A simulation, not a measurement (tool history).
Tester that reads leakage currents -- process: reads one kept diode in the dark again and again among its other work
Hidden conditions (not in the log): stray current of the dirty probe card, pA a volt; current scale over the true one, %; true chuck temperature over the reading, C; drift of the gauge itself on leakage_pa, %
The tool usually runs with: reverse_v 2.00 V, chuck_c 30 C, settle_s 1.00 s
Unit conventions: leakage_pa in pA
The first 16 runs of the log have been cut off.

| run | hour | reverse_v | chuck_c | settle_s | hours of work since the probe card was cleaned | hours of work since the tester was calibrated | hours of work since the chuck was calibrated | leakage_pa |
|---|---|---|---|---|---|---|---|---|
|  | 1095.8 | probe card cleaned and baked |
| 17 | 1119.9 | 2.00 | 30 | 1.00 | 14 | 170 | 181 | 114.35 |
|  | 1171.8 | chuck's temperature calibrated, once more |
| 18 | 1174.8 | 2.00 | 30 | 1.00 | 45 | 202 | 2 | 124.40 |
| 19 | 1287.1 | 2.00 | 30 | 1.00 | 112 | 268 | 68 | 124.43 |
| 20 | 1384.0 | 2.00 | 30 | 1.00 | 169 | 325 | 125 | 124.74 |
| 21 | 1475.9 | 2.00 | 53 | 0.79 | 223 | 380 | 180 | 600.14 |
| 22 | 1534.2 | 1.44 | 56 | 0.79 | 258 | 414 | 214 | 589.23 |
| 23 | 1579.5 | 2.26 | 26 | 0.79 | 284 | 441 | 241 | 99.95 |
| 24 | 1645.5 | 12.29 | 21 | 1.01 | 323 | 480 | 280 | 191.08 |
| 25 | 1751.1 | 2.66 | 21 | 1.01 | 386 | 542 | 342 | 75.26 |
| 26 | 1819.5 | 2.00 | 33 | 0.36 | 426 | 582 | 383 | 154.24 |
| 27 | 1902.2 | 6.94 | 39 | 1.51 | 475 | 631 | 431 | 500.39 |
| 28 | 1995.7 | 1.92 | 30 | 1.00 | 530 | 687 | 487 | 121.37 |
| 29 | 2071.7 | 1.92 | 30 | 1.00 | 575 | 731 | 532 | 122.16 |
| 30 | 2124.9 | 1.92 | 33 | 1.00 | 607 | 763 | 563 | 151.57 |
| 31 | 2230.1 | 1.63 | 27 | 8.35 | 669 | 825 | 625 | 88.87 |
| 32 | 2285.4 | 8.97 | 30 | 1.00 | 701 | 858 | 658 | 310.53 |
| 33 | 2335.2 | 3.16 | 23 | 1.00 | 731 | 887 | 687 | 99.05 |
| 34 | 2409.4 | 3.16 | 23 | 1.00 | 775 | 931 | 731 | 98.65 |
| 35 | 2463.7 | 3.16 | 23 | 1.00 | 807 | 963 | 763 | 98.76 |
| 36 | 2522.7 | 3.41 | 30 | 1.25 | 842 | 998 | 798 | 171.62 |
| 37 | 2627.3 | 7.66 | 32 | 0.30 | 903 | 1060 | 860 | 326.96 |
| 38 | 2713.7 | 7.66 | 32 | 0.30 | 954 | 1111 | 911 | 327.50 |
| 39 | 2819.9 | 8.11 | 31 | 8.78 | 1017 | 1173 | 973 | 312.04 |

Consider 5 possible next runs. They are alternatives, not a sequence: every one starts from the tool as it was left by run 39. What does each give?
| A | 2884.5 | 13.02 | 49 | 1.00 | 1055 | 1212 | 1012 | ? |
| B | 2884.5 | 2.92 | 54 | 1.54 | 1055 | 1212 | 1012 | ? |
| C | 2884.5 | 2.00 | 34 | 1.00 | 1055 | 1212 | 1012 | ? |
| D | 2884.5 | 2.00 | 57 | 1.31 | 1055 | 1212 | 1012 | ? |
| E | 2884.5 | 16.96 | 31 | 8.78 | 1055 | 1212 | 1012 | ? |

| run | leakage_pa |
|---|---|
| A | 1414.71 |
| B | 789.86 |
| C | 167.01 |
| D | 760.80 |
| E | 492.37 |
Take away the tool's hidden state, keep each run's random variation, and the runs would have read:
| run | leakage_pa |
|---|---|
| A | 1397.93 |
| B | 785.84 |
| C | 164.63 |
| D | 757.81 |
| E | 471.28 |
